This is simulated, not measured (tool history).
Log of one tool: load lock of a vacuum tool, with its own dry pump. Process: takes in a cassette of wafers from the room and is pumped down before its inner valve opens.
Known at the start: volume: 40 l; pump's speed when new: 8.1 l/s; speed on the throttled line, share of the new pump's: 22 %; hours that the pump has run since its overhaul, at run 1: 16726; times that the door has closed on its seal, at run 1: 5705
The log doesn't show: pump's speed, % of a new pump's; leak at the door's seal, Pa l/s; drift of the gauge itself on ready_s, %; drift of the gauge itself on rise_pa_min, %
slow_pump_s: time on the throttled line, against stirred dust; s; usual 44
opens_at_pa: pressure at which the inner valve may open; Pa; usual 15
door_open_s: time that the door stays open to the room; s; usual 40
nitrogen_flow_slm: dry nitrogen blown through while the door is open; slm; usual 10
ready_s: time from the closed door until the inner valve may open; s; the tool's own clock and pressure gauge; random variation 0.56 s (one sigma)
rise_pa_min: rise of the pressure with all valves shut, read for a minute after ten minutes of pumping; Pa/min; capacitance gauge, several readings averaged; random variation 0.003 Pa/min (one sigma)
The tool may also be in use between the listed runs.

| run | day | slow_pump_s | opens_at_pa | door_open_s | nitrogen_flow_slm | hours that the pump has run since its overhaul | times that the door has closed on its seal | incoming humidity of the room's air, % | ready_s | rise_pa_min |
|---|---|---|---|---|---|---|---|---|---|---|
| 1 | 0.000 | 44 | 15 | 40 | 10 | 16726 | 5705 | 44.1 | 88.6 | 0.055 |
| 2 | 11.192 | 44 | 15 | 40 | 10 | 16995 | 6095 | 45.7 | 89.2 | 0.056 |
| 3 | 20.671 | 44 | 15 | 40 | 10 | 17222 | 6426 | 45.6 | 89.0 | 0.059 |
| 4 | 30.883 | 44 | 15 | 40 | 10 | 17467 | 6781 | 47.9 | 88.4 | 0.072 |
| 5 | 35.979 | 44 | 15 | 40 | 10 | 17590 | 6959 | 44.7 | 88.5 | 0.054 |
| 6 | 42.725 | 44 | 15 | 40 | 10 | 17752 | 7194 | 45.5 | 90.2 | 0.057 |
| 7 | 47.542 | 44 | 15 | 40 | 10 | 17867 | 7362 | 46.2 | 90.2 | 0.057 |
| 8 | 53.850 | 80 | 15 | 40 | 10 | 18019 | 7581 | 42.6 | 114.2 | 0.061 |
| 9 | 59.333 | 44 | 15 | 51 | 10 | 18150 | 7772 | 47.5 | 88.3 | 0.072 |
| 10 | 65.862 | 44 | 15 | 51 | 10 | 18307 | 8000 | 47.9 | 88.9 | 0.072 |
| 11 | 75.908 | 44 | 15 | 40 | 10 | 18548 | 8350 | 46.0 | 89.2 | 0.059 |
| 12 | 82.300 | 44 | 15 | 40 | 10 | 18701 | 8573 | 44.1 | 90.4 | 0.069 |
| 13 | 88.054 | 44 | 14 | 40 | 10 | 18839 | 8773 | 45.0 | 91.6 | 0.062 |
| 14 | 93.004 | 38 | 15 | 40 | 10 | 18958 | 8945 | 44.5 | 85.8 | 0.068 |
| 15 | 99.517 | 38 | 15 | 40 | 10 | 19115 | 9172 | 47.9 | 86.8 | 0.070 |
| 16 | 107.088 | 25 | 15 | 40 | 10 | 19296 | 9436 | 47.3 | 77.7 | 0.073 |
|  | 116.721 | dry pump taken out, an overhauled one fitted |
| 17 | 118.908 | 25 | 15 | 40 | 10 | 53 | 9839 | 44.1 | 63.0 | 0.073 |
| 18 | 129.696 | 44 | 15 | 191 | 10 | 311 | 10215 | 46.4 | 78.3 | 0.128 |
| 19 | 140.488 | 44 | 26 | 191 | 9 | 570 | 10591 | 44.9 | 74.9 | 0.132 |
| 20 | 147.608 | 71 | 22 | 34 | 35 | 741 | 10839 | 43.9 | 96.6 | 0.057 |
| 21 | 158.908 | 44 | 24 | 60 | 10 | 1012 | 11233 | 43.9 | 75.9 | 0.079 |
| 22 | 168.146 | 44 | 24 | 60 | 10 | 1234 | 11554 | 43.2 | 75.7 | 0.085 |

The next listed run, before its measurement:
| 23 | 176.821 | 56 | 10 | 60 | 10 | 1442 | 11857 | 45.6 | ? | ? |

ready_s: 89.2 s
rise_pa_min: 0.086 Pa/min
Without the tool's hidden state the same run would have given ready_s 88.6 s, rise_pa_min 0.051 Pa/min.
